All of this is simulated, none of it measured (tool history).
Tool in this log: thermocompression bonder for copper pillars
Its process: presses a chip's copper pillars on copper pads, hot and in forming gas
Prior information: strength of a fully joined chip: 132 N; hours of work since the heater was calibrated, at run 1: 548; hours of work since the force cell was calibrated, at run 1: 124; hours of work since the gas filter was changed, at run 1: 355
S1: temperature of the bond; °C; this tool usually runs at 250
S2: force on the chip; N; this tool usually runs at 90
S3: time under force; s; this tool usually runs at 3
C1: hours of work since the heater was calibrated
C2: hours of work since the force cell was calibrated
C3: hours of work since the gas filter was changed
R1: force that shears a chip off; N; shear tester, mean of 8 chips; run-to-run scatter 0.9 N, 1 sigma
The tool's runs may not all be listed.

run	hour	S1	S2	S3	C1	C2	C3	R1
1	0	250	90	3	548	124	355	64.8
2	4.6	250	90	3	551	126	357	66
3	14.3	250	90	3	555	131	362	65.3
4	23.1	250	90	3	559	135	366	65
5	28.3	250	90	2	562	137	368	57.3
6	34.1	250	90	2	564	140	371	55.9
7	41.3	250	76	3	568	144	375	58.2
8	50.8	250	76	3	572	148	379	58.7
# hour 54: forming gas filter changed
9	55.4	250	76	3	574	150	1	63.7
10	65.4	250	76	3	579	155	5	63.5
11	72.4	250	89	2	582	158	9	61.2
12	81.7	257	103	2	587	162	13	72.9
13	89.7	269	90	3	590	166	17	87
14	99.8	269	86	3	595	171	22	84.4
15	105.7	223	90	4	598	174	24	53.8

4 ways to go on from here, each from the tool as it stands after run 15. What would each give?
A	111.2	221	69	7	600	176	27	?
B	111.2	244	71	4	600	176	27	?
C	111.2	251	65	3	600	176	27	?
D	111.2	227	89	6	600	176	27	?

run	R1
A	52.4
B	61.5
C	57.2
D	64.9
With the hidden condition removed and each run's random variation left untouched, the same runs would have given:
run	R1
A	56.9
B	66.1
C	61.4
D	69.8

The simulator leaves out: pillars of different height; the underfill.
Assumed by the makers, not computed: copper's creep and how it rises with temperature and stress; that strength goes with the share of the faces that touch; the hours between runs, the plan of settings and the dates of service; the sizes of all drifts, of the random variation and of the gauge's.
